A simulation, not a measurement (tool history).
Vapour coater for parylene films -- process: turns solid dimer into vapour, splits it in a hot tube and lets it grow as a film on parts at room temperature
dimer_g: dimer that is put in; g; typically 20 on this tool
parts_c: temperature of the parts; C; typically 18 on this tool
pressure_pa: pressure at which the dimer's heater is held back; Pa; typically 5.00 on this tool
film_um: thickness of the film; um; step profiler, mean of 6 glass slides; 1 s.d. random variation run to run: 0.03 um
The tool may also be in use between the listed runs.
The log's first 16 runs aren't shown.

{"run": 17, "hour": 283.9, "dimer_g": 20, "parts_c": 18, "pressure_pa": 5.0, "film_um": 2.68}
{"run": 18, "hour": 299.2, "dimer_g": 9, "parts_c": 18, "pressure_pa": 2.73, "film_um": 1.27}
{"run": 19, "hour": 319.3, "dimer_g": 9, "parts_c": 18, "pressure_pa": 2.73, "film_um": 1.32}
{"run": 20, "hour": 332.5, "dimer_g": 9, "parts_c": 18, "pressure_pa": 2.73, "film_um": 1.29}
{"run": 21, "hour": 348.2, "dimer_g": 9, "parts_c": 13, "pressure_pa": 8.94, "film_um": 1.37}
{"run": 22, "hour": 364.1, "dimer_g": 15, "parts_c": 18, "pressure_pa": 7.51, "film_um": 1.91}
{"run": 23, "hour": 384.9, "dimer_g": 24, "parts_c": 22, "pressure_pa": 3.62, "film_um": 2.82}
{"run": 24, "hour": 408.4, "dimer_g": 18, "parts_c": 22, "pressure_pa": 3.62, "film_um": 2.06}
{"run": 25, "hour": 420.7, "dimer_g": 18, "parts_c": 22, "pressure_pa": 3.62, "film_um": 2.08}
{"run": 26, "hour": 442.1, "dimer_g": 25, "parts_c": 15, "pressure_pa": 5.68, "film_um": 3.65}
{"run": 27, "hour": 461.4, "dimer_g": 17, "parts_c": 13, "pressure_pa": 2.84, "film_um": 2.96}
{"run": 28, "hour": 481.0, "dimer_g": 33, "parts_c": 17, "pressure_pa": 8.37, "film_um": 4.24}
{"run": 29, "hour": 496.7, "dimer_g": 35, "parts_c": 10, "pressure_pa": 6.59, "film_um": 6.15}
{"run": 30, "hour": 511.7, "dimer_g": 19, "parts_c": 15, "pressure_pa": 2.35, "film_um": 3.11}
{"run": 31, "hour": 524.8, "dimer_g": 20, "parts_c": 29, "pressure_pa": 5.96, "film_um": 1.61}

Branching from run 31: 3 alternative next runs. What would each branch give?
{"run": "A", "hour": 537.5, "dimer_g": 17, "parts_c": 29, "pressure_pa": 5.96, "film_um": "?"}
{"run": "B", "hour": 537.5, "dimer_g": 20, "parts_c": 24, "pressure_pa": 5.96, "film_um": "?"}
{"run": "C", "hour": 537.5, "dimer_g": 11, "parts_c": 15, "pressure_pa": 4.5, "film_um": "?"}

run=A film_um=1.38
run=B film_um=2.00
run=C film_um=1.64
Stripped of hidden state, with their random variation kept, the same runs would have yielded:
run=A film_um=1.46
run=B film_um=2.11
run=C film_um=1.73
